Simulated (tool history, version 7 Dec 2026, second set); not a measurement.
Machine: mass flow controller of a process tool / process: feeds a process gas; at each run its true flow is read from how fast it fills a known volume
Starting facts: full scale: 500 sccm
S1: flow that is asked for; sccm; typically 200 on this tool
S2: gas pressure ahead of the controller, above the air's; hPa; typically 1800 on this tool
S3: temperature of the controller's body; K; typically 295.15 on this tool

run 1 hour=0 | S1=200 S2=1800 S3=295.15 | true_flow_(%)=97.37
-- hour=19.9 controller exchanged for a calibrated one
run 2 hour=85.9 | S1=200 S2=1800 S3=295.15 | true_flow_(%)=98.66
run 3 hour=131.5 | S1=200 S2=1800 S3=295.15 | true_flow_(%)=98.68
run 4 hour=204.9 | S1=342 S2=1800 S3=295.15 | true_flow_(%)=99.45
run 5 hour=284.3 | S1=200 S2=1800 S3=298.15 | true_flow_(%)=98.56
run 6 hour=338 | S1=391 S2=1800 S3=295.15 | true_flow_(%)=99.69
run 7 hour=402 | S1=391 S2=1800 S3=295.15 | true_flow_(%)=99.73
run 8 hour=458.9 | S1=391 S2=1800 S3=299.15 | true_flow_(%)=99.54
run 9 hour=513.3 | S1=391 S2=1800 S3=299.15 | true_flow_(%)=99.42
run 10 hour=585.8 | S1=391 S2=1800 S3=299.15 | true_flow_(%)=99.41
run 11 hour=667 | S1=200 S2=1800 S3=298.15 | true_flow_(%)=98.4
run 12 hour=741.6 | S1=200 S2=1800 S3=298.15 | true_flow_(%)=98.37
run 13 hour=787.2 | S1=200 S2=1800 S3=298.15 | true_flow_(%)=98.35
run 14 hour=847.4 | S1=200 S2=1800 S3=295.15 | true_flow_(%)=98.47
run 15 hour=917.9 | S1=200 S2=1800 S3=296.15 | true_flow_(%)=98.51
run 16 hour=1013.3 | S1=200 S2=1800 S3=296.15 | true_flow_(%)=98.56
-- hour=1021.6 controller's zero set anew
run 17 hour=1108.3 | S1=200 S2=1960 S3=295.15 | true_flow_(%)=98.42
run 18 hour=1174.7 | S1=200 S2=1960 S3=295.15 | true_flow_(%)=98.37
-- hour=1189.3 controller's zero set anew, once more
run 19 hour=1222.1 | S1=200 S2=1800 S3=294.15 | true_flow_(%)=98.32
run 20 hour=1303.4 | S1=200 S2=1800 S3=294.15 | true_flow_(%)=98.53
run 21 hour=1381.7 | S1=153 S2=1800 S3=295.15 | true_flow_(%)=98
run 22 hour=1432.3 | S1=200 S2=1800 S3=313.15 | true_flow_(%)=97.62
run 23 hour=1520.6 | S1=200 S2=2500 S3=295.15 | true_flow_(%)=97.84
run 24 hour=1590.2 | S1=200 S2=2500 S3=295.15 | true_flow_(%)=97.92
run 25 hour=1661.8 | S1=200 S2=1800 S3=300.15 | true_flow_(%)=98.11
run 26 hour=1711 | S1=200 S2=1800 S3=300.15 | true_flow_(%)=97.9
run 27 hour=1816.7 | S1=160 S2=1440 S3=300.15 | true_flow_(%)=98.06
run 28 hour=1919.8 | S1=213 S2=1950 S3=299.15 | true_flow_(%)=98.03
run 29 hour=1964.8 | S1=213 S2=1950 S3=299.15 | true_flow_(%)=98.03
run 30 hour=2045 | S1=213 S2=2190 S3=299.15 | true_flow_(%)=97.97
run 31 hour=2137.2 | S1=213 S2=2190 S3=299.15 | true_flow_(%)=97.65
run 32 hour=2236.6 | S1=213 S2=2190 S3=299.15 | true_flow_(%)=97.88
run 33 hour=2324.2 | S1=211 S2=2220 S3=295.15 | true_flow_(%)=97.92
run 34 hour=2373.6 | S1=102 S2=1800 S3=295.15 | true_flow_(%)=97.85
run 35 hour=2448.8 | S1=308 S2=1590 S3=301.15 | true_flow_(%)=98.47
run 36 hour=2510.1 | S1=308 S2=1590 S3=301.15 | true_flow_(%)=98.58
run 37 hour=2594.1 | S1=289 S2=2350 S3=297.15 | true_flow_(%)=98.13
run 38 hour=2691.2 | S1=200 S2=1460 S3=293.15 | true_flow_(%)=98.51
run 39 hour=2765.3 | S1=271 S2=2390 S3=293.15 | true_flow_(%)=98.17
run 40 hour=2832.1 | S1=143 S2=2390 S3=308.15 | true_flow_(%)=96.86
run 41 hour=2889.7 | S1=58 S2=1800 S3=295.15 | true_flow_(%)=98.26
run 42 hour=2997 | S1=200 S2=2650 S3=295.15 | true_flow_(%)=97.5
run 43 hour=3056 | S1=132 S2=2650 S3=295.15 | true_flow_(%)=97.19
run 44 hour=3116.1 | S1=132 S2=2650 S3=295.15 | true_flow_(%)=97.31
run 45 hour=3224.1 | S1=132 S2=2650 S3=295.15 | true_flow_(%)=97.33
run 46 hour=3269.9 | S1=211 S2=2650 S3=295.15 | true_flow_(%)=97.42
run 47 hour=3375.4 | S1=55 S2=1760 S3=295.15 | true_flow_(%)=98.3
run 48 hour=3426 | S1=271 S2=1760 S3=295.15 | true_flow_(%)=98.27
run 49 hour=3510.4 | S1=271 S2=1760 S3=295.15 | true_flow_(%)=98.27

3 ways to go on from here, each from the tool as it stands after run 49. What would each give?
run A hour=3601.2 | S1=271 S2=1760 S3=297.15 | true_flow_(%)=?
run B hour=3601.2 | S1=200 S2=2320 S3=305.15 | true_flow_(%)=?
run C hour=3601.2 | S1=200 S2=2720 S3=296.15 | true_flow_(%)=?

run=A true_flow_(%)=98.26
run=B true_flow_(%)=97.18
run=C true_flow_(%)=97.35
With no hidden state in the tool, these same runs would have given:
run=A true_flow_(%)=98.95
run=B true_flow_(%)=97.75
run=C true_flow_(%)=97.92
